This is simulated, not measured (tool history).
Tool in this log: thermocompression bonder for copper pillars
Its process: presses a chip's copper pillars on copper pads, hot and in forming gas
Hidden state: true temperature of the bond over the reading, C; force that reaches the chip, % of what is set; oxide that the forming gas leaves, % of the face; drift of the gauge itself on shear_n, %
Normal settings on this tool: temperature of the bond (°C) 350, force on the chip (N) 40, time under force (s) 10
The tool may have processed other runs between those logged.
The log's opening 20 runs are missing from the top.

run   hour  temperature of the bond (°C)  force on the chip (N)  time under force (s)  hours of work since the heater was calibrated  hours of work since the force cell was calibrated  hours of work since the gas filter was changed  force that shears a chip off (N)
 21  145.3                           344                     28                     8                                            452                                                260                                             123                              37.4
 22  155.4                           323                     55                     6                                            460                                                268                                             131                              45.4
 23  165.1                           350                     40                    10                                            467                                                275                                             138                              54.4
 24  173.9                           326                     27                    10                                            474                                                282                                             145                              32.7
 25  180.2                           326                     27                    10                                            479                                                287                                             150                              32.2
 26  186.4                           326                     27                    10                                            483                                                291                                             154                              33.8
 27  195.0                           374                     33                    10                                            490                                                298                                             161                              57.3
 28  204.3                           374                     33                    10                                            497                                                305                                             168                              58.0
 29  209.6                           374                     33                    10                                            501                                                309                                             172                              58.3
 30  217.5                           374                     33                    10                                            507                                                314                                             178                              58.4
 31  227.0                           374                     38                    13                                            514                                                322                                             185                              67.0
 32  237.4                           350                     40                    18                                            521                                                329                                             192                              63.3
 33  242.0                           371                     28                    25                                            525                                                333                                             196                              66.7
 34  248.7                           357                     54                     7                                            530                                                338                                             201                              62.1

Expected results for the next run?
     251.6  -- forming gas filter changed
 35  257.3                           358                     36                    10                                            536                                                344                                               4                                 ?

Run 35 measured force that shears a chip off (N) 56.9.
If the tool had no hidden condition, the same run with the same run-to-run variation would have returned force that shears a chip off (N) 50.5.
